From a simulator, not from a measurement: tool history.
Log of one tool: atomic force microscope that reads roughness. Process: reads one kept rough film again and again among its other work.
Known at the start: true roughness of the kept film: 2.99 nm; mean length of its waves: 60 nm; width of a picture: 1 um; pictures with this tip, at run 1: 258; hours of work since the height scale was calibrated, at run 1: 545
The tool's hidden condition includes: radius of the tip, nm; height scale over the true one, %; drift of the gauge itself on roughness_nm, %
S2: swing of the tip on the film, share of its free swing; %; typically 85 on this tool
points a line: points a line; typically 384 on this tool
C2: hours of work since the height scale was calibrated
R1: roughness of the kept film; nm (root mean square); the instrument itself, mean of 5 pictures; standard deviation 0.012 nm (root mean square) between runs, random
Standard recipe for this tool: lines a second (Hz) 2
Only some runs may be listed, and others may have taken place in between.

{"run": 1, "day": 0.0, "lines a second (Hz)": 2, "S2": 85, "points a line": 384, "pictures with this tip": 258, "C2": 545, "R1": 2.616}
{"day": 0.288, "done": "new tip fitted"}
{"run": 2, "day": 1.925, "lines a second (Hz)": 2, "S2": 62, "points a line": 384, "pictures with this tip": 62, "C2": 570, "R1": 2.824}
{"run": 3, "day": 3.467, "lines a second (Hz)": 2, "S2": 62, "points a line": 384, "pictures with this tip": 120, "C2": 589, "R1": 2.805}
{"run": 4, "day": 5.433, "lines a second (Hz)": 3.68, "S2": 85, "points a line": 384, "pictures with this tip": 195, "C2": 614, "R1": 2.472}
{"run": 5, "day": 6.492, "lines a second (Hz)": 3.68, "S2": 85, "points a line": 384, "pictures with this tip": 235, "C2": 628, "R1": 2.464}
{"day": 7.271, "done": "new tip fitted"}
{"run": 6, "day": 8.062, "lines a second (Hz)": 3.68, "S2": 85, "points a line": 384, "pictures with this tip": 30, "C2": 648, "R1": 2.546}
{"run": 7, "day": 9.758, "lines a second (Hz)": 3.68, "S2": 56, "points a line": 384, "pictures with this tip": 94, "C2": 670, "R1": 2.797}
{"run": 8, "day": 10.879, "lines a second (Hz)": 3.68, "S2": 56, "points a line": 384, "pictures with this tip": 136, "C2": 684, "R1": 2.79}
{"run": 9, "day": 12.383, "lines a second (Hz)": 3.68, "S2": 56, "points a line": 384, "pictures with this tip": 194, "C2": 703, "R1": 2.764}
{"run": 10, "day": 14.112, "lines a second (Hz)": 3.68, "S2": 56, "points a line": 384, "pictures with this tip": 259, "C2": 725, "R1": 2.72}
{"day": 14.271, "done": "new tip fitted"}
{"run": 11, "day": 15.604, "lines a second (Hz)": 3.68, "S2": 56, "points a line": 384, "pictures with this tip": 51, "C2": 744, "R1": 2.806}
{"run": 12, "day": 17.35, "lines a second (Hz)": 3.68, "S2": 56, "points a line": 384, "pictures with this tip": 117, "C2": 766, "R1": 2.788}
{"run": 13, "day": 18.958, "lines a second (Hz)": 3.68, "S2": 56, "points a line": 384, "pictures with this tip": 178, "C2": 787, "R1": 2.737}
{"run": 14, "day": 20.854, "lines a second (Hz)": 2, "S2": 85, "points a line": 1019, "pictures with this tip": 250, "C2": 811, "R1": 2.604}
{"day": 21.321, "done": "new tip fitted"}
{"run": 15, "day": 22.683, "lines a second (Hz)": 0.81, "S2": 64, "points a line": 619, "pictures with this tip": 51, "C2": 835, "R1": 2.875}
{"run": 16, "day": 24.196, "lines a second (Hz)": 0.53, "S2": 75, "points a line": 849, "pictures with this tip": 109, "C2": 854, "R1": 2.833}
{"run": 17, "day": 25.521, "lines a second (Hz)": 2.61, "S2": 61, "points a line": 366, "pictures with this tip": 159, "C2": 871, "R1": 2.76}
{"run": 18, "day": 27.004, "lines a second (Hz)": 2.61, "S2": 61, "points a line": 366, "pictures with this tip": 215, "C2": 890, "R1": 2.748}
{"day": 28.371, "done": "new tip fitted"}
{"run": 19, "day": 28.483, "lines a second (Hz)": 0.55, "S2": 57, "points a line": 919, "pictures with this tip": 4, "C2": 908, "R1": 2.905}
{"run": 20, "day": 29.792, "lines a second (Hz)": 2.97, "S2": 77, "points a line": 1008, "pictures with this tip": 54, "C2": 925, "R1": 2.676}
{"run": 21, "day": 30.962, "lines a second (Hz)": 2.97, "S2": 77, "points a line": 1008, "pictures with this tip": 98, "C2": 940, "R1": 2.699}
{"run": 22, "day": 32.833, "lines a second (Hz)": 3.72, "S2": 59, "points a line": 298, "pictures with this tip": 169, "C2": 964, "R1": 2.732}
{"run": 23, "day": 34.175, "lines a second (Hz)": 3.72, "S2": 59, "points a line": 298, "pictures with this tip": 220, "C2": 981, "R1": 2.724}
{"day": 35.375, "done": "new tip fitted"}
{"run": 24, "day": 35.542, "lines a second (Hz)": 2.82, "S2": 85, "points a line": 437, "pictures with this tip": 6, "C2": 999, "R1": 2.633}
{"run": 25, "day": 36.829, "lines a second (Hz)": 2.82, "S2": 87, "points a line": 346, "pictures with this tip": 55, "C2": 1015, "R1": 2.588}

Hidden condition of the tool, last listed run before each entry between runs versus first listed run after:
Between runs 1 and 2: new tip fitted (day 0.288)
  radius of the tip, nm: 19.6 -> 10.5; height scale over the true one, %: 0.03 -> 0.02
  what was measured, less what the result would be without the hidden state, R1: -0.105 -> -0.03 nm (root mean square)
Between runs 5 and 6: new tip fitted (day 7.271)
  radius of the tip, nm: 19.1 -> 8.6; height scale over the true one, %: 0 -> -0.01
  what was measured, less what the result would be without the hidden state, R1: -0.096 -> -0.013 nm (root mean square)
Between runs 10 and 11: new tip fitted (day 14.271)
  radius of the tip, nm: 20.1 -> 10.5; height scale over the true one, %: -0.04 -> -0.05
  what was measured, less what the result would be without the hidden state, R1: -0.116 -> -0.032 nm (root mean square)
Between runs 14 and 15: new tip fitted (day 21.321)
  radius of the tip, nm: 20.5 -> 9.5; height scale over the true one, %: -0.07 -> -0.08
  what was measured, less what the result would be without the hidden state, R1: -0.115 -> -0.025 nm (root mean square)
Between runs 18 and 19: new tip fitted (day 28.371)
  radius of the tip, nm: 17.5 -> 7.2; height scale over the true one, %: -0.1 -> -0.11
  what was measured, less what the result would be without the hidden state, R1: -0.095 -> -0.005 nm (root mean square)
Between runs 23 and 24: new tip fitted (day 35.375)
  radius of the tip, nm: 18.2 -> 7.4; height scale over the true one, %: -0.13 -> -0.14
  what was measured, less what the result would be without the hidden state, R1: -0.102 -> -0.006 nm (root mean square)

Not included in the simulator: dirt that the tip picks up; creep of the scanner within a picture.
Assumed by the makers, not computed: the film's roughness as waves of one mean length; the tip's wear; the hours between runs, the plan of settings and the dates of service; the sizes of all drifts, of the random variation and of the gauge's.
